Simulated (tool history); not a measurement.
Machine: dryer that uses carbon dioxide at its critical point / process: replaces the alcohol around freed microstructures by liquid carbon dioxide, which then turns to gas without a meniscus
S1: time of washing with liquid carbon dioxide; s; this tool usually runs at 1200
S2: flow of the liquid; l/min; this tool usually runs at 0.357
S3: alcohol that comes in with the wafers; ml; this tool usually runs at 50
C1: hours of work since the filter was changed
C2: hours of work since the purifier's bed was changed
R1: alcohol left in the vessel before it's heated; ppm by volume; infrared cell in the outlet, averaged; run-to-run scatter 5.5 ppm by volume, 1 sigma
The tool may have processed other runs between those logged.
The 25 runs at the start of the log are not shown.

run 26 hour=196.6 | S1=1200 S2=0.248 S3=50 | C1=109 C2=178 | R1=1245
run 27 hour=202.5 | S1=840 S2=0.305 S3=49 | C1=112 C2=182 | R1=1903
run 28 hour=208.3 | S1=840 S2=0.305 S3=49 | C1=116 C2=185 | R1=1871
run 29 hour=218.6 | S1=840 S2=0.305 S3=49 | C1=122 C2=192 | R1=1926
run 30 hour=227.9 | S1=1200 S2=0.474 S3=30 | C1=128 C2=197 | R1=74
run 31 hour=237.8 | S1=1320 S2=0.474 S3=33 | C1=134 C2=203 | R1=64
run 32 hour=243.0 | S1=1320 S2=0.474 S3=33 | C1=137 C2=207 | R1=66
run 33 hour=253.6 | S1=1440 S2=0.603 S3=46 | C1=144 C2=213 | R1=55
run 34 hour=262.7 | S1=1440 S2=0.383 S3=118 | C1=149 C2=219 | R1=165
run 35 hour=272.9 | S1=1740 S2=0.383 S3=118 | C1=155 C2=225 | R1=87
run 36 hour=284.0 | S1=1740 S2=0.383 S3=118 | C1=162 C2=232 | R1=87
run 37 hour=292.1 | S1=1140 S2=0.549 S3=55 | C1=167 C2=237 | R1=90
run 38 hour=299.7 | S1=1140 S2=0.549 S3=55 | C1=172 C2=241 | R1=81
run 39 hour=306.1 | S1=960 S2=0.357 S3=50 | C1=176 C2=245 | R1=763
run 40 hour=316.0 | S1=960 S2=0.448 S3=57 | C1=182 C2=251 | R1=308
run 41 hour=320.9 | S1=960 S2=0.448 S3=57 | C1=185 C2=254 | R1=313
run 42 hour=327.8 | S1=960 S2=0.552 S3=33 | C1=189 C2=259 | R1=102
run 43 hour=334.8 | S1=840 S2=0.517 S3=50 | C1=193 C2=263 | R1=256
run 44 hour=345.8 | S1=840 S2=0.517 S3=50 | C1=200 C2=270 | R1=270

Run 45 comes next. What will it give?
run 45 hour=356.4 | S1=1200 S2=0.322 S3=34 | C1=207 C2=276 | R1=?

{"run 45": {"R1": 373}}
With no hidden state in the tool, this same run would have given R1 191 ppm by volume.

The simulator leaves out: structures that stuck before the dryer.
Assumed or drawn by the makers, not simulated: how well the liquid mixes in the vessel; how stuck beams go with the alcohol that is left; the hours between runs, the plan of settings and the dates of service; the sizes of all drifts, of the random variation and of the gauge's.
